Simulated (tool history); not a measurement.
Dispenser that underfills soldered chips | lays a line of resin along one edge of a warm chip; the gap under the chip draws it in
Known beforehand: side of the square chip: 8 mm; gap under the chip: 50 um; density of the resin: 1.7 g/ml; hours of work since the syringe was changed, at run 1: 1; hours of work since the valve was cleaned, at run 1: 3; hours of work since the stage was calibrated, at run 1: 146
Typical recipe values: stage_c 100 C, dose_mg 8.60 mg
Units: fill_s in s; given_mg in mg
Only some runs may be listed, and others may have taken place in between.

run   hour  stage_c  dose_mg  hours of work since the syringe was changed  hours of work since the valve was cleaned  hours of work since the stage was calibrated  fill_s  given_mg
  1    0.0      100     8.60                                            1                                          3                                           146    54.0     8.578
  2    7.2      100     8.60                                            6                                          9                                           152    86.7     8.539
      12.3  -- new syringe of resin
  3   16.5      100     8.60                                            3                                         16                                           159    65.5     8.534
  4   22.2      100     8.60                                            8                                         20                                           163    97.7     8.509
      25.5  -- new syringe of resin
  5   26.8      100     8.60                                            1                                         23                                           166    56.2     8.496
  6   33.9      100     8.60                                            6                                         29                                           172    87.6     8.479
      39.3  -- new syringe of resin
  7   42.5      100     8.60                                            2                                         35                                           178    62.0     8.474
  8   46.4      100     8.60                                            5                                         38                                           181    80.7     8.461
      50.9  -- dispensing valve cleaned and set on the balance
      53.7  -- new syringe of resin
  9   56.1      100     7.67                                            2                                          4                                           188    60.6     7.671
 10   62.8      100     7.67                                            7                                          9                                           193    93.1     7.644
      66.9  -- new syringe of resin
 11   67.0      112     7.67                                            0                                         12                                           196    30.6     7.641
 12   70.9      100    11.03                                            3                                         15                                           199    64.6    10.968
 13   75.1      100    11.03                                            6                                         18                                           202    84.8    10.936
      80.3  -- new syringe of resin
 14   80.9      107     8.91                                            0                                         22                                           206    37.8     8.833
 15   88.8      108     8.73                                            7                                         28                                           212    61.1     8.641
      93.7  -- new syringe of resin
 16   96.0       96     7.86                                            2                                         34                                           218    69.9     7.771
 17  101.0       90     7.38                                            6                                         38                                           222   129.8     7.270
     106.4  -- dispensing valve cleaned and set on the balance
     107.9  -- new syringe of resin
 18  109.8      101     8.32                                            1                                          2                                           227    54.0     8.285
 19  115.5       89     8.35                                            6                                          7                                           232   133.7     8.301
     121.4  -- new syringe of resin
 20  123.9       89     8.35                                            2                                         13                                           238    97.1     8.290
 21  128.6       89     8.35                                            6                                         17                                           242   132.5     8.260
 22  132.9       89     8.35                                            9                                         20                                           245   171.1     8.261
     135.2  -- new syringe of resin
 23  142.4       93    10.92                                            6                                         27                                           252   107.7    10.765
     148.3  -- new syringe of resin
 24  149.9      102     8.59                                            1                                         33                                           258    49.8     8.457
 25  156.9       88     7.93                                            7                                         38                                           263   149.4     7.781

Branching from run 25: 3 alternative next runs. What would each branch give?
     161.8  -- new syringe of resin
     162.8  -- dispensing valve cleaned and set on the balance
  A  163.4      112     9.31                                            0                                          0                                           267       ?         ?
     161.8  -- new syringe of resin
     162.8  -- dispensing valve cleaned and set on the balance
  B  163.4      100     8.82                                            0                                          0                                           267       ?         ?
     161.8  -- new syringe of resin
     162.8  -- dispensing valve cleaned and set on the balance
  C  163.4      103     8.82                                            0                                          0                                           267       ?         ?

run  fill_s  given_mg
  A    31.1     9.316
  B    51.3     8.802
  C    45.2     8.821
Stripped of hidden state, with their random variation kept, the same runs would have yielded:
run  fill_s  given_mg
  A    30.8     9.321
  B    50.9     8.808
  C    44.8     8.827
